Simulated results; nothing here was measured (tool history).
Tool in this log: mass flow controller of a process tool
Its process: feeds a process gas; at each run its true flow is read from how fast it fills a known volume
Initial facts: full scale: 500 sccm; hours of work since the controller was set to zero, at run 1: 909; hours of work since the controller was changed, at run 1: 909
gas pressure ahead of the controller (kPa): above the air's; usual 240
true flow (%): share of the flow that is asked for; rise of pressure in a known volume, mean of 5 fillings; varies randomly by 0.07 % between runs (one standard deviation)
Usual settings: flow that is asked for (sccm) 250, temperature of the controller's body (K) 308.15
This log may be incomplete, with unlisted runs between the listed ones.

run,hour,flow that is asked for (sccm),gas pressure ahead of the controller (kPa),temperature of the controller's body (K),hours of work since the controller was set to zero,hours of work since the controller was changed,true flow (%)
1,0,250,240,308.15,909,909,98.95
2,107.1,250,240,308.15,952,952,99.17
3,174.6,250,240,308.15,979,979,99.07
4,240,250,240,308.15,1006,1006,99.16
5,349.4,250,240,308.15,1050,1050,99.21
6,433.8,250,240,313.15,1084,1084,99.58
7,519.5,250,240,300.15,1119,1119,98.68
8,640.7,250,240,300.15,1168,1168,98.7
9,709.7,250,240,308.15,1196,1196,99.62
10,825.5,250,240,308.15,1242,1242,99.53
11,934.4,250,240,308.15,1286,1286,99.59
12,1036.9,250,240,308.15,1328,1328,99.71
13,1137.6,250,240,308.15,1368,1368,99.8
14,1217.5,250,240,308.15,1401,1401,99.84
15,1291.5,250,240,308.15,1431,1431,99.86
16,1412.8,270,244,308.15,1480,1480,100.13
17,1469.1,343,244,308.15,1502,1502,100.57
18,1542.9,204,180,308.15,1532,1532,100.09
19,1656.2,98,180,302.15,1578,1578,98.94
20,1735.3,278,144,306.15,1610,1610,100.78
21,1829.3,278,144,306.15,1648,1648,100.65
22,1892.2,258,159,308.15,1673,1673,100.78
23,1986.7,57,265,298.15,1711,1711,98.14
24,2039.9,250,240,295.15,1733,1733,99.29
25,2093.1,92,209,308.15,1754,1754,99.63
26,2176.8,130,157,308.15,1788,1788,100.15
27,2289.9,130,261,308.15,1834,1834,99.67
28,2373,130,261,308.15,1867,1867,99.56
29,2446.5,130,261,308.15,1897,1897,99.81

4 options for the next run, each taken on its own from the tool as it stands now. Forecast them:
A,2560.5,452,240,308.15,1943,1943,?
B,2560.5,335,248,298.15,1943,1943,?
C,2560.5,215,261,308.15,1943,1943,?
D,2560.5,250,274,298.15,1943,1943,?

run,true flow (%)
A,102.07
B,100.32
C,100.51
D,99.77
The same runs, with their run-to-run variation unchanged, on a tool lacking any hidden condition would have given:
run,true flow (%)
A,100.37
B,98.65
C,98.84
D,98.11
